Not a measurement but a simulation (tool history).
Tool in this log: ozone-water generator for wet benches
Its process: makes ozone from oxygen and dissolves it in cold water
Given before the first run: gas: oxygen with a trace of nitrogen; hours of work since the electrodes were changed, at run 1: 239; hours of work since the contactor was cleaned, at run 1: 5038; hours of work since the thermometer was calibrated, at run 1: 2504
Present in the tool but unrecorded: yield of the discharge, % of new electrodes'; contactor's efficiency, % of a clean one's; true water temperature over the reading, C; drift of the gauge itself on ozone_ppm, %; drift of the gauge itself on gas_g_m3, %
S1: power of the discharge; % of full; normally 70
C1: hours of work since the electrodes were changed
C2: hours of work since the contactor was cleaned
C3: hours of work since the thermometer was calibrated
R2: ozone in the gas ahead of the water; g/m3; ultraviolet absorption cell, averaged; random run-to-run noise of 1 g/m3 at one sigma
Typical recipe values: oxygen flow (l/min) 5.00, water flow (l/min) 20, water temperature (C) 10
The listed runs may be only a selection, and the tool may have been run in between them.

{"run": 1, "hour": 0.0, "S1": 70, "oxygen flow (l/min)": 5.0, "water flow (l/min)": 20, "water temperature (C)": 10, "C1": 239, "C2": 5038, "C3": 2504, "dissolved ozone (ppm)": 21.6, "R2": 174.7}
{"run": 2, "hour": 41.1, "S1": 70, "oxygen flow (l/min)": 5.0, "water flow (l/min)": 20, "water temperature (C)": 10, "C1": 272, "C2": 5070, "C3": 2537, "dissolved ozone (ppm)": 21.4, "R2": 173.8}
{"run": 3, "hour": 80.9, "S1": 70, "oxygen flow (l/min)": 5.0, "water flow (l/min)": 12, "water temperature (C)": 10, "C1": 304, "C2": 5102, "C3": 2569, "dissolved ozone (ppm)": 32.0, "R2": 173.8}
{"run": 4, "hour": 102.3, "S1": 70, "oxygen flow (l/min)": 4.67, "water flow (l/min)": 20, "water temperature (C)": 10, "C1": 321, "C2": 5119, "C3": 2586, "dissolved ozone (ppm)": 21.2, "R2": 179.3}
{"run": 5, "hour": 125.6, "S1": 70, "oxygen flow (l/min)": 4.67, "water flow (l/min)": 20, "water temperature (C)": 10, "C1": 339, "C2": 5138, "C3": 2604, "dissolved ozone (ppm)": 21.3, "R2": 179.8}
{"run": 6, "hour": 155.9, "S1": 70, "oxygen flow (l/min)": 4.67, "water flow (l/min)": 20, "water temperature (C)": 10, "C1": 363, "C2": 5162, "C3": 2628, "dissolved ozone (ppm)": 21.0, "R2": 180.1}
{"run": 7, "hour": 184.2, "S1": 70, "oxygen flow (l/min)": 4.67, "water flow (l/min)": 20, "water temperature (C)": 10, "C1": 386, "C2": 5184, "C3": 2651, "dissolved ozone (ppm)": 21.3, "R2": 181.0}
{"run": 8, "hour": 217.9, "S1": 70, "oxygen flow (l/min)": 4.67, "water flow (l/min)": 20, "water temperature (C)": 10, "C1": 413, "C2": 5211, "C3": 2678, "dissolved ozone (ppm)": 21.4, "R2": 180.8}
{"run": 9, "hour": 234.8, "S1": 70, "oxygen flow (l/min)": 4.67, "water flow (l/min)": 20, "water temperature (C)": 10, "C1": 426, "C2": 5224, "C3": 2691, "dissolved ozone (ppm)": 20.9, "R2": 182.3}
{"run": 10, "hour": 262.1, "S1": 70, "oxygen flow (l/min)": 4.67, "water flow (l/min)": 20, "water temperature (C)": 10, "C1": 448, "C2": 5246, "C3": 2713, "dissolved ozone (ppm)": 21.1, "R2": 180.9}
{"run": 11, "hour": 292.1, "S1": 70, "oxygen flow (l/min)": 5.0, "water flow (l/min)": 20, "water temperature (C)": 10, "C1": 472, "C2": 5270, "C3": 2737, "dissolved ozone (ppm)": 21.1, "R2": 173.8}
{"hour": 295.7, "done": "water thermometer calibrated"}
{"run": 12, "hour": 326.4, "S1": 70, "oxygen flow (l/min)": 5.0, "water flow (l/min)": 20, "water temperature (C)": 18, "C1": 499, "C2": 5297, "C3": 24, "dissolved ozone (ppm)": 19.1, "R2": 173.6}
{"run": 13, "hour": 361.3, "S1": 70, "oxygen flow (l/min)": 5.0, "water flow (l/min)": 20, "water temperature (C)": 18, "C1": 526, "C2": 5325, "C3": 52, "dissolved ozone (ppm)": 19.3, "R2": 174.2}
{"run": 14, "hour": 377.8, "S1": 70, "oxygen flow (l/min)": 2.94, "water flow (l/min)": 20, "water temperature (C)": 18, "C1": 539, "C2": 5338, "C3": 65, "dissolved ozone (ppm)": 18.2, "R2": 231.8}
{"run": 15, "hour": 398.1, "S1": 70, "oxygen flow (l/min)": 8.14, "water flow (l/min)": 17, "water temperature (C)": 15, "C1": 556, "C2": 5354, "C3": 81, "dissolved ozone (ppm)": 22.3, "R2": 132.5}
{"run": 16, "hour": 426.1, "S1": 70, "oxygen flow (l/min)": 8.14, "water flow (l/min)": 17, "water temperature (C)": 15, "C1": 578, "C2": 5376, "C3": 104, "dissolved ozone (ppm)": 21.9, "R2": 131.8}
{"hour": 441.2, "done": "contactor cleaned"}
{"run": 17, "hour": 456.7, "S1": 97, "oxygen flow (l/min)": 5.0, "water flow (l/min)": 20, "water temperature (C)": 14, "C1": 599, "C2": 12, "C3": 125, "dissolved ozone (ppm)": 25.6, "R2": 207.5}
{"run": 18, "hour": 486.8, "S1": 70, "oxygen flow (l/min)": 4.54, "water flow (l/min)": 22, "water temperature (C)": 13, "C1": 623, "C2": 36, "C3": 149, "dissolved ozone (ppm)": 19.5, "R2": 182.8}
{"hour": 527.5, "done": "water thermometer calibrated, once more"}
{"run": 19, "hour": 527.5, "S1": 89, "oxygen flow (l/min)": 5.0, "water flow (l/min)": 20, "water temperature (C)": 5, "C1": 655, "C2": 68, "C3": 0, "dissolved ozone (ppm)": 26.6, "R2": 197.3}
{"run": 20, "hour": 564.7, "S1": 89, "oxygen flow (l/min)": 5.0, "water flow (l/min)": 20, "water temperature (C)": 5, "C1": 685, "C2": 98, "C3": 30, "dissolved ozone (ppm)": 27.2, "R2": 197.2}
{"run": 21, "hour": 594.4, "S1": 42, "oxygen flow (l/min)": 5.0, "water flow (l/min)": 23, "water temperature (C)": 10, "C1": 708, "C2": 122, "C3": 53, "dissolved ozone (ppm)": 14.6, "R2": 129.0}
{"run": 22, "hour": 622.9, "S1": 45, "oxygen flow (l/min)": 5.0, "water flow (l/min)": 28, "water temperature (C)": 10, "C1": 731, "C2": 144, "C3": 76, "dissolved ozone (ppm)": 12.6, "R2": 134.9}
{"run": 23, "hour": 661.3, "S1": 70, "oxygen flow (l/min)": 4.23, "water flow (l/min)": 20, "water temperature (C)": 14, "C1": 761, "C2": 175, "C3": 106, "dissolved ozone (ppm)": 21.0, "R2": 189.0}
{"run": 24, "hour": 680.8, "S1": 81, "oxygen flow (l/min)": 3.2, "water flow (l/min)": 30, "water temperature (C)": 11, "C1": 777, "C2": 190, "C3": 122, "dissolved ozone (ppm)": 14.6, "R2": 240.6}
{"run": 25, "hour": 697.4, "S1": 81, "oxygen flow (l/min)": 3.2, "water flow (l/min)": 17, "water temperature (C)": 17, "C1": 790, "C2": 203, "C3": 135, "dissolved ozone (ppm)": 24.7, "R2": 237.4}

Below, each run's measurement less what the same run would have read without the hidden state. Both values contain the same run-to-run variation, but the gauge's scatter may not be the same in both:
run=1 dissolved_ozone_(ppm)=-1.3 R2=-1.2
run=2 dissolved_ozone_(ppm)=-1.2 R2=-1.4
run=3 dissolved_ozone_(ppm)=-1.3 R2=-1.5
run=4 dissolved_ozone_(ppm)=-1.3 R2=-1.7
run=5 dissolved_ozone_(ppm)=-1.3 R2=-1.7
run=6 dissolved_ozone_(ppm)=-1.4 R2=-1.8
run=7 dissolved_ozone_(ppm)=-1.4 R2=-2.0
run=8 dissolved_ozone_(ppm)=-1.4 R2=-2.1
run=9 dissolved_ozone_(ppm)=-1.4 R2=-2.1
run=10 dissolved_ozone_(ppm)=-1.4 R2=-2.2
run=11 dissolved_ozone_(ppm)=-1.4 R2=-2.2
run=12 dissolved_ozone_(ppm)=-1.3 R2=-2.3
run=13 dissolved_ozone_(ppm)=-1.3 R2=-2.4
run=14 dissolved_ozone_(ppm)=-1.3 R2=-3.3
run=15 dissolved_ozone_(ppm)=-1.5 R2=-1.9
run=16 dissolved_ozone_(ppm)=-1.5 R2=-2.0
run=17 dissolved_ozone_(ppm)=-0.6 R2=-3.8
run=18 dissolved_ozone_(ppm)=-0.4 R2=-2.9
run=19 dissolved_ozone_(ppm)=-0.6 R2=-3.8
run=20 dissolved_ozone_(ppm)=-0.5 R2=-3.8
run=21 dissolved_ozone_(ppm)=-0.2 R2=-1.7
run=22 dissolved_ozone_(ppm)=-0.2 R2=-1.9
run=23 dissolved_ozone_(ppm)=-0.4 R2=-3.6
run=24 dissolved_ozone_(ppm)=-0.3 R2=-5.0
run=25 dissolved_ozone_(ppm)=-0.6 R2=-5.0

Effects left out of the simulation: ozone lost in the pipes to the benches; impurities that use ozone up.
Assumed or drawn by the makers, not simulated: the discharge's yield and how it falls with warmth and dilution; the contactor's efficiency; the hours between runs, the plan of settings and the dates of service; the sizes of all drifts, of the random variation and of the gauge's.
